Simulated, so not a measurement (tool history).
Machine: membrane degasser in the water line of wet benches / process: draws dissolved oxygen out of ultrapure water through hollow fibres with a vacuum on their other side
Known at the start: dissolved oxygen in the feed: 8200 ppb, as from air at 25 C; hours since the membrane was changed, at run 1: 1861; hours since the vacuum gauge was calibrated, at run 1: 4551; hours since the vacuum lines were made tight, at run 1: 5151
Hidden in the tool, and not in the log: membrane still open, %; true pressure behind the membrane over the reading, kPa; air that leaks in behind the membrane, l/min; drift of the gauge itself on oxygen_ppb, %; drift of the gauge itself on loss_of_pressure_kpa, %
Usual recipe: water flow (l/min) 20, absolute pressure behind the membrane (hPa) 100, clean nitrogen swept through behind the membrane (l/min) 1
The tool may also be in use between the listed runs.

run    hour  water flow (l/min)  absolute pressure behind the membrane (hPa)  clean nitrogen swept through behind the membrane (l/min)  hours since the membrane was changed  hours since the vacuum gauge was calibrated  hours since the vacuum lines were made tight  dissolved oxygen in the water behind the degasser (ppb)  pressure that the water loses in the fibres (hPa)
  1       0                  20                                          100                                                         1                                  1861                                         4551                                          5151                                                    300.8                                              700.3
  2    68.8                  20                                          100                                                         1                                  1930                                         4620                                          5220                                                    301.8                                              701.6
  3   114.4                  20                                          100                                                      0.62                                  1976                                         4666                                          5266                                                    443.3                                              697.3
  4   188.9                  20                                          100                                                         1                                  2050                                         4740                                          5340                                                    307.5                                              697.2
  5   242.5                  20                                          100                                                         1                                  2104                                         4794                                          5394                                                    306.6                                              697.7
  6   319.6                  20                                          100                                                      1.22                                  2181                                         4871                                          5471                                                    255.5                                              692.6
  7   364.2                  20                                          100                                                      1.22                                  2225                                         4916                                          5515                                                    255.1                                              697.3
  8   417.9                  28                                          100                                                         1                                  2279                                         4969                                          5569                                                    405.3                                              972.1
  9   458.2                  28                                          100                                                         1                                  2319                                         5010                                          5609                                                    410.7                                              976.1
 10   528.1                  26                                          100                                                         1                                  2389                                         5080                                          5679                                                      390                                              907.6
 11   595.7                  26                                          100                                                         1                                  2457                                         5147                                          5747                                                    381.1                                              903.4
 12   679.6                  26                                          100                                                         1                                  2541                                         5231                                          5831                                                    385.4                                              907.3
 13   754.9                  26                                          100                                                         1                                  2616                                         5306                                          5906                                                    380.6                                              905.3
 14   831.1                  14                                          100                                                         1                                  2692                                         5383                                          5982                                                    221.4                                              488.7
 15   897.4                  25                                          100                                                         1                                  2759                                         5449                                          6049                                                    375.2                                              872.2
 16   970.6                  25                                          100                                                         1                                  2832                                         5522                                          6122                                                      370                                              872.1
 17  1014.9                  30                                          100                                                      1.94                                  2876                                         5566                                          6166                                                    260.9                                             1046.2
 18    1055                  20                                          100                                                      1.07                                  2916                                         5606                                          6206                                                    287.1                                              697.8
 19  1121.2                  20                                          100                                                      1.07                                  2982                                         5673                                          6272                                                    288.5                                              696.8
 20  1195.5                  24                                          203                                                      1.34                                  3057                                         5747                                          6347                                                      646                                              836.9
 21  1253.4                  14                                          217                                                      1.52                                  3115                                         5805                                          6405                                                    391.3                                              487.4
 22  1327.3                  14                                           70                                                      1.24                                  3188                                         5879                                          6478                                                      102                                              489.4
 23  1377.9                  20                                           68                                                      0.56                                  3239                                         5929                                          6529                                                    267.7                                              693.9
 24    1423                  12                                          184                                                      0.89                                  3284                                         5975                                          6574                                                    449.9                                              416.2
 25  1459.9                  13                                          184                                                      1.41                                  3321                                         6011                                          6611                                                    326.4                                                453
 26  1542.9                  32                                           87                                                       0.8                                  3404                                         6094                                          6694                                                    452.4                                             1117.3
 27  1600.5                  32                                           87                                                       0.8                                  3462                                         6152                                          6752                                                    437.2                                             1117.4
 28  1654.6                  20                                          206                                                      0.52                                  3516                                         6206                                          6806                                                   1215.1                                              701.9
 29  1702.2                  20                                          105                                                      2.13                                  3563                                         6254                                          6853                                                    170.4                                              693.5
 30  1755.7                  22                                          210                                                      0.85                                  3617                                         6307                                          6907                                                    893.5                                              772.4
 31  1805.3                  20                                          100                                                      2.23                                  3666                                         6357                                          6956                                                    153.4                                              697.8
     1855.3  -- seals of the vacuum lines changed
 32  1855.3                  20                                          100                                                      2.23                                  3715                                         6405                                             0                                                    152.9                                              698.7

Describe how what the log doesn't record of the tool's condition differs between the last listed run preceding each entry between runs and the first listed run following it.
Logged between run 31 and run 32: seals of the vacuum lines changed (hour 1855.3)
  air that leaks in behind the membrane, l/min: 0.0025 -> 0.002
